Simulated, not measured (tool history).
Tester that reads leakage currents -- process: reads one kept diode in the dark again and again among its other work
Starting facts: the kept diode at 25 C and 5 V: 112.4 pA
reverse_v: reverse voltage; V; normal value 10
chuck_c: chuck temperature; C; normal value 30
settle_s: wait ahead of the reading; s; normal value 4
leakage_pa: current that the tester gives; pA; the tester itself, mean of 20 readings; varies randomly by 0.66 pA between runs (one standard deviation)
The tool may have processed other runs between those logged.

run 1 day=0 | reverse_v=10 chuck_c=30 settle_s=4 | leakage_pa=213.89
run 2 day=2.204 | reverse_v=10 chuck_c=30 settle_s=4 | leakage_pa=212.38
run 3 day=4.596 | reverse_v=10 chuck_c=30 settle_s=4 | leakage_pa=210.97
run 4 day=6.362 | reverse_v=10 chuck_c=30 settle_s=4 | leakage_pa=209.76
run 5 day=8.108 | reverse_v=10 chuck_c=30 settle_s=4 | leakage_pa=209.05
-- day=10.217 probe card cleaned and baked
run 6 day=10.988 | reverse_v=10 chuck_c=30 settle_s=4 | leakage_pa=206.62
run 7 day=13.492 | reverse_v=10 chuck_c=30 settle_s=4 | leakage_pa=204.42
run 8 day=15.654 | reverse_v=10 chuck_c=30 settle_s=4 | leakage_pa=203.31
run 9 day=18.817 | reverse_v=11.9 chuck_c=44 settle_s=4 | leakage_pa=642.17
run 10 day=21.262 | reverse_v=11.9 chuck_c=44 settle_s=4 | leakage_pa=636.98
run 11 day=23.942 | reverse_v=2.8 chuck_c=32 settle_s=4 | leakage_pa=150.08
run 12 day=26.612 | reverse_v=2.8 chuck_c=32 settle_s=4 | leakage_pa=148.52
run 13 day=29.442 | reverse_v=2.8 chuck_c=32 settle_s=4 | leakage_pa=148.24

Below are 5 alternative next runs, each starting from the tool's condition after run 13. Predict each:
run A day=32.783 | reverse_v=2.7 chuck_c=50 settle_s=7.55 | leakage_pa=?
run B day=32.783 | reverse_v=16.8 chuck_c=56 settle_s=2.06 | leakage_pa=?
run C day=32.783 | reverse_v=2.3 chuck_c=24 settle_s=9.66 | leakage_pa=?
run D day=32.783 | reverse_v=9.1 chuck_c=21 settle_s=3.66 | leakage_pa=?
run E day=32.783 | reverse_v=4.9 chuck_c=42 settle_s=0.62 | leakage_pa=?

run=A leakage_pa=573.16
run=B leakage_pa=1676.58
run=C leakage_pa=70.22
run=D leakage_pa=88.72
run=E leakage_pa=394.4
Take away the tool's hidden state, keep each run's random variation, and the runs would have read:
run=A leakage_pa=630.5
run=B leakage_pa=1836.83
run=C leakage_pa=78.61
run=D leakage_pa=99.18
run=E leakage_pa=435.84
